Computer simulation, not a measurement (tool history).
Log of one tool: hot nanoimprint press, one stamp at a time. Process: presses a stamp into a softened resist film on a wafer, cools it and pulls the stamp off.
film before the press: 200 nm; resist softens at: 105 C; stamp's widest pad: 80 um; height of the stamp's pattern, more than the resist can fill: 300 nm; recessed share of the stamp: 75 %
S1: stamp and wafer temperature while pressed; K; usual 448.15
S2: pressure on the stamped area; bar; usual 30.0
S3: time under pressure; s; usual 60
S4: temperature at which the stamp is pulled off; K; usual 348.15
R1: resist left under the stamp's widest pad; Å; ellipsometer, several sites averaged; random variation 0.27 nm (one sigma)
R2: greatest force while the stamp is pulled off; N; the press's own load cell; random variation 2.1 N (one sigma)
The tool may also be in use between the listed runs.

Run 1, day 0.000: usual settings. Result: R1 930 Å, R2 93 N.
Run 2, day 0.546: usual settings. Result: R1 934 Å, R2 94 N.
Run 3, day 0.954: usual settings. Result: R1 930 Å, R2 99 N.
Run 4, day 1.458: usual settings. Result: R1 926 Å, R2 91 N.
Run 5, day 2.142: usual settings. Result: R1 930 Å, R2 102 N.
Run 6, day 2.596: usual settings. Result: R1 930 Å, R2 100 N.
Run 7, day 3.288: usual settings. Result: R1 931 Å, R2 99 N.
Run 8, day 3.671: usual settings. Result: R1 928 Å, R2 100 N.
Run 9, day 4.333: usual settings. Result: R1 934 Å, R2 101 N.
Run 10, day 5.012: usual settings. Result: R1 931 Å, R2 98 N.
Run 11, day 5.362: usual settings. Result: R1 926 Å, R2 98 N.
Run 12, day 5.988: usual settings but S3 84 s. Result: R1 823 Å, R2 104 N.
Run 13, day 6.350: usual settings but S3 84 s. Result: R1 821 Å, R2 103 N.
Run 14, day 6.725: usual settings but S3 84 s. Result: R1 825 Å, R2 104 N.
Run 15, day 7.338: usual settings but S3 84 s. Result: R1 816 Å, R2 106 N.
Run 16, day 7.729: usual settings but S3 84 s. Result: R1 823 Å, R2 103 N.
Run 17, day 8.104: usual settings but S1 441.15 K, S2 19.3 bar, S3 84 s, S4 350.15 K. Result: R1 1292 Å, R2 101 N.
Run 18, day 8.771: usual settings but S1 437.15 K, S2 28.6 bar, S4 335.15 K. Result: R1 1399 Å, R2 135 N.
Run 19, day 9.433: usual settings but S1 452.15 K. Result: R1 797 Å, R2 107 N.
Run 20, day 9.958: usual settings but S1 452.15 K, S2 18.7 bar, S3 101 s. Result: R1 823 Å, R2 103 N.
Run 21, day 10.646: usual settings but S3 62 s, S4 341.15 K. Result: R1 913 Å, R2 126 N.
Run 22, day 11.171: usual settings but S4 349.15 K. Result: R1 925 Å, R2 106 N.
Run 23, day 11.508: usual settings but S4 349.15 K. Result: R1 926 Å, R2 107 N.
Run 24, day 12.150: usual settings but S4 342.15 K. Result: R1 924 Å, R2 130 N.
Run 25, day 12.483: usual settings but S1 443.15 K, S2 18.0 bar, S3 56 s, S4 334.15 K. Result: R1 1381 Å, R2 144 N.
Run 26, day 12.879: usual settings but S1 459.15 K, S2 27.9 bar, S3 56 s, S4 334.15 K. Result: R1 661 Å, R2 151 N.
Run 27, day 13.338: usual settings but S2 20.5 bar, S3 120 s. Result: R1 866 Å, R2 111 N.
Run 28, day 13.962: usual settings but S2 20.5 bar, S3 120 s. Result: R1 868 Å, R2 113 N.
Run 29, day 14.429: usual settings but S2 20.5 bar, S3 120 s. Result: R1 865 Å, R2 109 N.

5 ways to go on from here, each from the tool as it stands after run 29. What would each give?
Run A, day 14.958: usual settings but S3 120 s, S4 343.15 K. Result: R1 ?, R2 ?.
Run B, day 14.958: usual settings but S2 19.8 bar, S3 97 s, S4 334.15 K. Result: R1 ?, R2 ?.
Run C, day 14.958: usual settings but S2 27.8 bar, S3 120 s, S4 352.15 K. Result: R1 ?, R2 ?.
Run D, day 14.958: usual settings but S2 46.3 bar, S3 84 s, S4 349.15 K. Result: R1 ?, R2 ?.
Run E, day 14.958: usual settings but S2 20.2 bar, S3 35 s, S4 353.15 K. Result: R1 ?, R2 ?.

run    R1   R2
  A   714  128
  B   945  154
  C   740  102
  D   655  104
  E  1289   99
Without the tool's hidden state the same runs would have given:
run    R1   R2
  A   724  106
  B   962  127
  C   751   84
  D   657   85
  E  1307   82
